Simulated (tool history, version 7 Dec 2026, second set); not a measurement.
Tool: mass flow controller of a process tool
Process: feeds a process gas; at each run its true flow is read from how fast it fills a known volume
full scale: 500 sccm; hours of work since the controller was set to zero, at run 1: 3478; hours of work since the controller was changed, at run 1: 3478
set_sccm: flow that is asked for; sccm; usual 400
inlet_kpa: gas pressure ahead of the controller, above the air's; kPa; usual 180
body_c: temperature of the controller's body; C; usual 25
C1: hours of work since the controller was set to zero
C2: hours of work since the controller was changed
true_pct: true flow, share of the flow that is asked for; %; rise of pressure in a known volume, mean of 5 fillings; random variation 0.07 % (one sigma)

run 1 hour=0.0 | set_sccm=400 inlet_kpa=180 body_c=25 | C1=3478 C2=3478 | true_pct=99.38
run 2 hour=242.0 | set_sccm=400 inlet_kpa=180 body_c=25 | C1=3652 C2=3652 | true_pct=99.21
run 3 hour=614.6 | set_sccm=60 inlet_kpa=180 body_c=25 | C1=3920 C2=3920 | true_pct=97.27
run 4 hour=909.6 | set_sccm=60 inlet_kpa=180 body_c=25 | C1=4132 C2=4132 | true_pct=97.38
run 5 hour=1081.8 | set_sccm=60 inlet_kpa=180 body_c=25 | C1=4256 C2=4256 | true_pct=97.22
run 6 hour=1299.5 | set_sccm=400 inlet_kpa=180 body_c=25 | C1=4413 C2=4413 | true_pct=98.83
run 7 hour=1537.5 | set_sccm=400 inlet_kpa=180 body_c=25 | C1=4584 C2=4584 | true_pct=99.01
run 8 hour=1791.1 | set_sccm=400 inlet_kpa=180 body_c=25 | C1=4766 C2=4766 | true_pct=98.89
run 9 hour=2013.1 | set_sccm=400 inlet_kpa=254 body_c=25 | C1=4926 C2=4926 | true_pct=99.32
run 10 hour=2317.8 | set_sccm=400 inlet_kpa=180 body_c=26 | C1=5145 C2=5145 | true_pct=98.75
run 11 hour=2590.6 | set_sccm=400 inlet_kpa=212 body_c=25 | C1=5342 C2=5342 | true_pct=98.73
run 12 hour=2895.9 | set_sccm=99 inlet_kpa=163 body_c=37 | C1=5561 C2=5561 | true_pct=97.33
run 13 hour=3146.8 | set_sccm=400 inlet_kpa=219 body_c=38 | C1=5742 C2=5742 | true_pct=99.33
run 14 hour=3385.3 | set_sccm=213 inlet_kpa=180 body_c=25 | C1=5913 C2=5913 | true_pct=97.50
run 15 hour=3785.7 | set_sccm=437 inlet_kpa=180 body_c=27 | C1=6201 C2=6201 | true_pct=98.49
run 16 hour=4184.6 | set_sccm=52 inlet_kpa=180 body_c=35 | C1=6488 C2=6488 | true_pct=96.88
run 17 hour=4476.8 | set_sccm=52 inlet_kpa=180 body_c=35 | C1=6698 C2=6698 | true_pct=96.65
-- hour=4654.7 controller exchanged for a calibrated one
run 18 hour=4760.8 | set_sccm=202 inlet_kpa=180 body_c=35 | C1=76 C2=76 | true_pct=97.44
run 19 hour=5032.2 | set_sccm=157 inlet_kpa=255 body_c=30 | C1=272 C2=272 | true_pct=97.50
run 20 hour=5297.6 | set_sccm=288 inlet_kpa=151 body_c=34 | C1=462 C2=462 | true_pct=97.51
run 21 hour=5601.9 | set_sccm=154 inlet_kpa=190 body_c=25 | C1=681 C2=681 | true_pct=96.65
run 22 hour=5923.8 | set_sccm=142 inlet_kpa=178 body_c=36 | C1=913 C2=913 | true_pct=96.84

3 ways to go on from here, each from the tool as it stands after run 22. What would each give?
run A hour=6128.4 | set_sccm=142 inlet_kpa=199 body_c=25 | C1=1060 C2=1060 | true_pct=?
run B hour=6128.4 | set_sccm=468 inlet_kpa=156 body_c=31 | C1=1060 C2=1060 | true_pct=?
run C hour=6128.4 | set_sccm=400 inlet_kpa=180 body_c=25 | C1=1060 C2=1060 | true_pct=?

run=A true_pct=96.36
run=B true_pct=98.17
run=C true_pct=97.56
Without the tool's hidden state the same runs would have given:
run=A true_pct=98.03
run=B true_pct=99.87
run=C true_pct=99.26

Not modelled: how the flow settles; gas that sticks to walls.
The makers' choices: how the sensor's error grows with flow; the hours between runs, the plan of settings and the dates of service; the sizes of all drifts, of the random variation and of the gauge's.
